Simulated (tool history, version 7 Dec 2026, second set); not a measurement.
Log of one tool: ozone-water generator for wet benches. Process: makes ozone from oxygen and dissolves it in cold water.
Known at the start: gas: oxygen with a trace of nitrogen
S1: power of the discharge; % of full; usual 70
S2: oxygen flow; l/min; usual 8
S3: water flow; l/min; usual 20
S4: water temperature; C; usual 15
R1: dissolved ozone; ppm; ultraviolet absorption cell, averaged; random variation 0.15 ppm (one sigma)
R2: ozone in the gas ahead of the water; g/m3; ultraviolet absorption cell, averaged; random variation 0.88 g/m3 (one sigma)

run    hour  S1     S2  S3  S4    R1     R2
  1       0  70      8  20  15  18.9    144
  2   104.3  70      8  20  15    19  143.9
  3   319.3  70      8  20  15  19.1  144.5
  4   485.2  70      8  20  15  18.8  145.4
  5   709.8  70      8  13  15  25.8  145.1
  6   900.5  70      8  13  15  25.8  145.7
  7  1019.3  70      8  13  15  25.5  143.9
  8  1144.4  70      8  20  15    19  144.8
  9  1324.8  70      8  20  15    19  145.9
 10  1500.2  70      8  20  15  19.1  143.2
 11  1663.3  70      8  20  15  19.1    145
 12  1810.5  70      8  20  15    19  144.1
 13  1906.5  84      8  20  15  21.5  161.9
 14    2133  70    8.4  20  15  19.1  141.4
 15  2325.2  70    8.4  20  15  18.7  140.6
 16  2526.2  70      8  20  15  18.9  144.8
 17  2628.3  70   7.89  20  15  18.6  145.6
 18  2777.6  45      8  31  15   9.7  108.8
 19  2894.6  45      8  31  15   9.8  108.9
 20  3058.5  45      8  31  15    10  106.8
 21  3178.7  45      8  31  15   9.6  109.1
 22  3375.7  45      8  30   8  10.9  110.1
 23  3539.6  45      8  30   8    11  108.8
 24  3724.6  70   5.92  27  15  14.2  165.8
 25  3856.9  55   6.36  17  15  18.4  138.8
 26  4047.9  70   4.32  20  15  18.2  189.5
 27  4242.8  70   4.32  20  15  17.8  190.2
 28  4358.7  56      8  19  15  17.4  125.5
 29  4500.9  70      8  20  14  19.2    143
 30  4635.8  70   7.26  21  14  18.6  151.1
 31  4741.8  70  11.58  15  15  22.5  121.2
 32  4917.5  70  11.58  15   8  25.9  121.9
 33  5033.9  80   4.78  26  12  15.8  202.3

Taken out of this log: 2 entries between the listed runs. Where each belongs, and how the hidden state differs across it:
Between runs 13 and 14: contactor cleaned (hour 1967.1)
  yield of the discharge, % of new electrodes': 100 -> 99.9
Between runs 30 and 31: contactor cleaned (hour 4741.8)
  no hidden state differs between the two runs
